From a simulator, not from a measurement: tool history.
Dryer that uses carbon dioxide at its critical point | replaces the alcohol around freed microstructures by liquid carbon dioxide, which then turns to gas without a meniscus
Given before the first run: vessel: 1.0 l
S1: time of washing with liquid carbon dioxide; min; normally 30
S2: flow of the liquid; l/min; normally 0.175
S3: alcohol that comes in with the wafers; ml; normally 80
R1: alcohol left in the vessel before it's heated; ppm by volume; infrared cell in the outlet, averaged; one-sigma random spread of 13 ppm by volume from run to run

run	hour	S1	S2	S3	R1
1	0	30	0.175	80	813
2	10.5	30	0.175	80	816
3	16	30	0.175	80	831
4	26.3	30	0.175	80	812
5	33.1	30	0.175	80	807
6	43.3	30	0.175	80	836
7	51	30	0.175	80	848
8	57.7	30	0.175	80	832
9	61.9	30	0.175	80	839
10	68.1	30	0.175	80	841
11	74.8	32	0.175	80	647
12	82.8	32	0.175	80	655
13	87.3	31	0.123	94	3676
14	91.7	31	0.114	94	4583
15	97.2	31	0.155	20	342
16	105	31	0.155	20	356
17	113.9	40	0.112	45	1058

Run 18 comes next. What will it give?
18	121.7	32	0.239	83	?

R1: 142 ppm by volume
If the tool had no hidden condition, the same run with the same run-to-run variation would have returned R1 96 ppm by volume.

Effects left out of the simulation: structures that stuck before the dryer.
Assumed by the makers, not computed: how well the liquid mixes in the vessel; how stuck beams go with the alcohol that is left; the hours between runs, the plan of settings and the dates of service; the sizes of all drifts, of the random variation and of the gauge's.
